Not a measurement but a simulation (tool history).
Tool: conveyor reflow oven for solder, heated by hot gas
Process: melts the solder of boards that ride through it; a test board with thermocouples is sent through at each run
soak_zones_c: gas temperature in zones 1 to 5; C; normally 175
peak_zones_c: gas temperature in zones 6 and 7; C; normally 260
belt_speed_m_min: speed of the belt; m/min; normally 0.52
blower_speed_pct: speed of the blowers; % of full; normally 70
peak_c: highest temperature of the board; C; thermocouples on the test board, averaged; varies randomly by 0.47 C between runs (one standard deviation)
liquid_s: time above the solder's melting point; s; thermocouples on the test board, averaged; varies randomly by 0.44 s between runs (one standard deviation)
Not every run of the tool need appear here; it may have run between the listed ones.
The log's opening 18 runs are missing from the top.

run   hour  soak_zones_c  peak_zones_c  belt_speed_m_min  blower_speed_pct  hours of work since the flux was cleaned out  hours of work since the belt drive was overhauled  hours of work since the thermocouples were changed  peak_c  liquid_s
 19  302.5           174           260             0.423                70                                           244                                                940                                                 785   250.7      65.3
 20  320.5           188           266              0.52                52                                           258                                                953                                                 799   249.7      53.3
     331.9  -- flux residue cleaned out of gas plates and filters
 21  342.3           188           266              0.52                52                                             8                                                966                                                 812   249.9      54.3
 22  360.6           165           266             0.524                86                                            22                                                980                                                 826   253.9      50.7
     378.8  -- belt drive overhauled, speed set with a stopwatch
 23    385           178           260             0.568                70                                            37                                                  5                                                 841   244.7      43.7
 24    398           178           258              0.48                70                                            47                                                 15                                                 851   246.6      54.9
 25  408.9           189           268             0.433                73                                            56                                                 23                                                 859   260.1      75.1
 26  433.6           189           268             0.433                73                                            75                                                 42                                                 878   259.6      73.8
 27  451.5           189           268             0.433                73                                            88                                                 56                                                 892   260.1      75.1
 28  463.3           175           260             0.519                76                                            97                                                 65                                                 901   248.3      50.2
 29  482.6           175           259              0.52                70                                           112                                                 79                                                 916   245.7      48.1
 30  493.3           175           259             0.602                70                                           120                                                 87                                                 924   240.8      37.3

Alternative continuations, all from the tool just after run 30; predict every row:
  A  508.2           167           273              0.52                64                                           132                                                 99                                                 935       ?         ?
  B  508.2           183           265              0.52                78                                           132                                                 99                                                 935       ?         ?
  C  508.2           173           265             0.431                70                                           132                                                 99                                                 935       ?         ?
  D  508.2           175           268             0.602                70                                           132                                                 99                                                 935       ?         ?
  E  508.2           175           274             0.602                70                                           132                                                 99                                                 935       ?         ?

run  peak_c  liquid_s
  A   255.6      50.7
  B   254.1      56.2
  C   254.9      66.3
  D   248.5      42.6
  E   254.1      45.2
What these runs would have given with no unlogged condition in the tool:
run  peak_c  liquid_s
  A   255.9      50.9
  B   254.3      56.4
  C   255.2      66.5
  D   248.8      42.8
  E   254.4      45.3

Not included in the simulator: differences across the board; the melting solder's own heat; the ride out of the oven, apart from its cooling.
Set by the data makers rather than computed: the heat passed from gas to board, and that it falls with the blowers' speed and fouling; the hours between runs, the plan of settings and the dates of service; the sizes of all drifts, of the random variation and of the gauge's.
